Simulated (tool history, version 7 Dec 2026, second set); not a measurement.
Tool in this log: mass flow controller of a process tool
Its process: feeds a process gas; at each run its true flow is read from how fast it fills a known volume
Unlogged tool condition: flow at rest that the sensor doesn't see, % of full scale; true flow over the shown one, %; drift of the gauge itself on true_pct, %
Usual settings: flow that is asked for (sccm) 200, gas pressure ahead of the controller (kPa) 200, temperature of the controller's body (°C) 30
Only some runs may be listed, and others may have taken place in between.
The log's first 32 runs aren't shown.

run     hour  flow that is asked for (sccm)  gas pressure ahead of the controller (kPa)  temperature of the controller's body (°C)  hours of work since the controller was set to zero  hours of work since the controller was changed  true flow (%)
 33   7004.3                            383                                         267                                         39                                                 946                                             946         101.15
 34   7283.2                            383                                         267                                         39                                                1108                                            1108         101.28
 35   7575.8                            383                                         267                                         39                                                1277                                            1277         101.36
 36   7763.7                            261                                         200                                         30                                                1386                                            1386         100.35
 37   8055.3                            114                                         200                                         26                                                1555                                            1555          99.46
 38   8292.9                             77                                         200                                         34                                                1693                                            1693         100.32
 39   8530.7                             92                                         200                                         24                                                1831                                            1831          99.25
 40   8788.6                            214                                         156                                         30                                                1981                                            1981         100.99
 41   8932.1                            214                                         158                                         21                                                2064                                            2064          99.79
 42   9150.3                            109                                         259                                         26                                                2191                                            2191          99.47
      9242.8  -- gauge calibrated
 43   9342.9                            110                                         259                                         23                                                2302                                            2302          97.99
 44   9630.9                            110                                         259                                         23                                                2470                                            2470          98.26
 45   9929.7                            149                                         200                                         39                                                2643                                            2643         100.58
 46  10070.6                            103                                         248                                         22                                                2725                                            2725          98.11
 47  10211.8                            464                                         174                                         23                                                2807                                            2807         100.19
 48  10384.5                             70                                         156                                         40                                                2907                                            2907          100.7

3 ways to go on from here, each from the tool as it stands after run 48. What would each give?
  A  10702.1                            101                                         249                                         40                                                3091                                            3091              ?
  B  10702.1                            200                                         160                                         30                                                3091                                            3091              ?
  C  10702.1                            279                                         143                                         40                                                3091                                            3091              ?

run  true flow (%)
  A         100.43
  B         100.23
  C         101.74
With no hidden state in the tool, these same runs would have given:
run  true flow (%)
  A          99.88
  B          99.68
  C         101.19
